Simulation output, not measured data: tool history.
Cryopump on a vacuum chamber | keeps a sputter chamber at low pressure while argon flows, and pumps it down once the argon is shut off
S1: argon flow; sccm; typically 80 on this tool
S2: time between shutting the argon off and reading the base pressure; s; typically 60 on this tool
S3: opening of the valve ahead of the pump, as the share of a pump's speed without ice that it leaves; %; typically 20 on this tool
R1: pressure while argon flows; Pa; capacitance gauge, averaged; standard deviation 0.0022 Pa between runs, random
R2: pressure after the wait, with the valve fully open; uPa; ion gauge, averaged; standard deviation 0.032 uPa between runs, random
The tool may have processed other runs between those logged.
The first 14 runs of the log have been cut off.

Run 15, hour 193.9: usual settings. Result: R1 0.5796 Pa, R2 3.01 uPa.
Run 16, hour 206.0: usual settings. Result: R1 0.5801 Pa, R2 3.13 uPa.
Run 17, hour 222.5: usual settings. Result: R1 0.5803 Pa, R2 3.01 uPa.
Run 18, hour 236.4: usual settings but S1 100 sccm, S2 235 s. Result: R1 0.7256 Pa, R2 2.09 uPa.
Run 19, hour 246.6: usual settings but S1 100 sccm, S2 235 s. Result: R1 0.7242 Pa, R2 2.08 uPa.
Run 20, hour 261.0: usual settings but S1 100 sccm, S2 20 s, S3 29 %. Result: R1 0.5170 Pa, R2 5.76 uPa.
Run 21, hour 274.1: usual settings but S1 75 sccm, S2 20 s, S3 53 %. Result: R1 0.2310 Pa, R2 5.95 uPa.
Run 22, hour 285.0: usual settings but S1 46 sccm, S2 52 s, S3 18 %. Result: R1 0.3712 Pa, R2 3.38 uPa.
Run 23, hour 302.5: usual settings but S1 63 sccm, S2 37 s, S3 18 %. Result: R1 0.5070 Pa, R2 4.13 uPa.
Run 24, hour 312.6: usual settings but S1 37 sccm, S3 54 %. Result: R1 0.1125 Pa, R2 3.32 uPa.
Run 25, hour 322.8: usual settings but S3 27 %. Result: R1 0.4423 Pa, R2 3.18 uPa.
Run 26, hour 342.5: usual settings but S1 59 sccm, S2 132 s, S3 43 %. Result: R1 0.2179 Pa, R2 2.49 uPa.
Run 27, hour 359.1: usual settings but S1 59 sccm, S2 176 s, S3 43 %. Result: R1 0.2183 Pa, R2 2.37 uPa.
Run 28, hour 370.2: usual settings but S1 40 sccm, S2 282 s, S3 42 %. Result: R1 0.1509 Pa, R2 2.13 uPa.
Run 29, hour 381.7: usual settings but S1 40 sccm, S2 252 s, S3 42 %. Result: R1 0.1527 Pa, R2 2.16 uPa.
Run 30, hour 395.1: usual settings but S1 152 sccm, S2 252 s, S3 29 %. Result: R1 0.7991 Pa, R2 2.21 uPa.
Run 31, hour 407.5: usual settings but S1 152 sccm, S2 252 s, S3 29 %. Result: R1 0.8003 Pa, R2 2.21 uPa.
Run 32, hour 428.3: usual settings but S1 43 sccm, S2 252 s, S3 18 %. Result: R1 0.3501 Pa, R2 2.22 uPa.
Run 33, hour 445.8: usual settings but S1 55 sccm, S2 67 s, S3 17 %. Result: R1 0.4721 Pa, R2 3.17 uPa.

Below are 3 alternative next runs, each starting from the tool's condition after run 33. Predict each:
Run A, hour 466.6: usual settings but S1 104 sccm, S2 26 s, S3 16 %. Result: R1 ?, R2 ?.
Run B, hour 466.6: usual settings but S1 44 sccm, S2 115 s, S3 16 %. Result: R1 ?, R2 ?.
Run C, hour 466.6: usual settings but S1 55 sccm, S2 67 s. Result: R1 ?, R2 ?.

run      R1    R2
  A  0.9456  5.31
  B  0.4022  2.72
  C  0.4071  3.28
Had the tool no hidden state, the same runs would have come out as:
run      R1    R2
  A  0.8783  3.58
  B  0.3735  0.99
  C  0.3715  1.55

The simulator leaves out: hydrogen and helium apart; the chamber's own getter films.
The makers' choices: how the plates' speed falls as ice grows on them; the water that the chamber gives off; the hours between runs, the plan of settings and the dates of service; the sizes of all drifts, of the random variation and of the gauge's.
